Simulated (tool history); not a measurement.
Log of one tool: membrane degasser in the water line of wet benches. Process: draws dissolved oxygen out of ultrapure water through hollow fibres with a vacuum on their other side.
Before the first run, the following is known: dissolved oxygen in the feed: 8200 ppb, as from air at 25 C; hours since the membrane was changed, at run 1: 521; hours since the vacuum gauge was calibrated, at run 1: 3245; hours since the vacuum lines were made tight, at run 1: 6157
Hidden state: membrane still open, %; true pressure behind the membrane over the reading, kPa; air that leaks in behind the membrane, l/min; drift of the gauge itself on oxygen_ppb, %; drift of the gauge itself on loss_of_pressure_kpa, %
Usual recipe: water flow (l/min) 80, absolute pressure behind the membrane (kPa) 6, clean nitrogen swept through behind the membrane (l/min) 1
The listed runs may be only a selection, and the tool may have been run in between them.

run,hour,water flow (l/min),absolute pressure behind the membrane (kPa),clean nitrogen swept through behind the membrane (l/min),hours since the membrane was changed,hours since the vacuum gauge was calibrated,hours since the vacuum lines were made tight,dissolved oxygen in the water behind the degasser (ppb),pressure that the water loses in the fibres (kPa)
1,0,80,6,1,521,3245,6157,379,43.83
2,23.3,80,6,1,544,3269,6180,378.9,43.54
3,69.2,80,6,1,590,3315,6226,381.7,43.62
4,99.1,80,6,1,620,3344,6256,375.8,43.64
5,152,80,6,1,673,3397,6309,377.9,43.94
6,189.2,104,6,1,710,3435,6346,449.8,57.05
7,231.3,104,6,1,752,3477,6388,451.4,56.98
8,257.7,104,6,1,778,3503,6415,448.6,57.03
9,304.3,104,6,1,825,3550,6461,449.7,56.89
10,338.8,104,4.04,1,860,3584,6496,156.2,56.92
11,384.2,104,4.04,1.47,905,3629,6541,123.9,56.89
# hour 394.1: vacuum gauge calibrated
12,426.8,104,4.04,1.47,947,33,6583,131.3,56.83
13,469.2,104,4.04,1.47,989,75,6626,131.9,56.66
14,506.8,104,4.04,1.47,1027,113,6663,131.5,56.88
15,556.9,104,4.04,1.47,1077,163,6713,132.2,57.12
16,607.6,104,4.04,1.47,1128,214,6764,132,56.88
17,647.2,80,4.06,1,1167,253,6804,141.6,44.05
# hour 674.8: vacuum gauge calibrated, once more
18,674.8,76,4.15,0.71,1195,0,6831,156.7,41.65
19,731.1,76,4.15,0.71,1251,56,6887,157,41.75
20,755.8,101,5.06,1,1276,81,6912,290.3,55.16
21,781.1,80,6,2.84,1301,106,6937,171.3,43.92
22,808,114,12.97,2.63,1328,133,6964,778,62.65
23,844.6,115,13.42,0.54,1364,170,7000,2044.4,63.19
24,890.7,115,13.42,0.54,1410,216,7047,2044.7,63.33
25,931.9,115,13.42,0.54,1452,257,7088,2028.5,63.18
26,956.7,115,13.42,0.54,1476,282,7113,2045.5,63.12
27,1009.4,115,13.42,0.54,1529,335,7165,2037.7,63.01
28,1059.4,54,7.47,1.29,1579,385,7215,349.1,29.67
29,1087.6,80,4.31,0.53,1607,413,7243,219.7,43.64
30,1120.1,93,6,0.71,1640,445,7276,497.7,50.82
31,1163.7,93,6,0.71,1683,489,7320,498.3,51
32,1206.5,88,6,1.47,1726,532,7362,304.7,48.73
33,1262.1,104,7.85,2.21,1782,587,7418,418.3,57.28

For some of the steps in dissolved oxygen in the water behind the degasser (ppb) from one run to the next: how much would appear even if the tool had no hidden state, given the settings, what came in and random variation, and how much remains for the hidden state plus any gauge scatter that the measured result and the result without hidden state don't share?
Run 17 -> 18: water flow (l/min) 80 -> 76, absolute pressure behind the membrane (kPa) 4.06 -> 4.15, clean nitrogen swept through behind the membrane (l/min) 1 -> 0.71, vacuum gauge calibrated, once more. dissolved oxygen in the water behind the degasser (ppb) +15.1: hidden state -21.7, all else +36.8.
Run 21 -> 22: water flow (l/min) 80 -> 114, absolute pressure behind the membrane (kPa) 6 -> 12.97, clean nitrogen swept through behind the membrane (l/min) 2.84 -> 2.63. dissolved oxygen in the water behind the degasser (ppb) +606.7: hidden state +0.7, all else +606.
Run 22 -> 23: water flow (l/min) 114 -> 115, absolute pressure behind the membrane (kPa) 12.97 -> 13.42, clean nitrogen swept through behind the membrane (l/min) 2.63 -> 0.54. dissolved oxygen in the water behind the degasser (ppb) +1266.4: hidden state -14.7, all else +1281.1.
Run 27 -> 28: water flow (l/min) 115 -> 54, absolute pressure behind the membrane (kPa) 13.42 -> 7.47, clean nitrogen swept through behind the membrane (l/min) 0.54 -> 1.29. dissolved oxygen in the water behind the degasser (ppb) -1688.6: hidden state +14.6, all else -1703.2.

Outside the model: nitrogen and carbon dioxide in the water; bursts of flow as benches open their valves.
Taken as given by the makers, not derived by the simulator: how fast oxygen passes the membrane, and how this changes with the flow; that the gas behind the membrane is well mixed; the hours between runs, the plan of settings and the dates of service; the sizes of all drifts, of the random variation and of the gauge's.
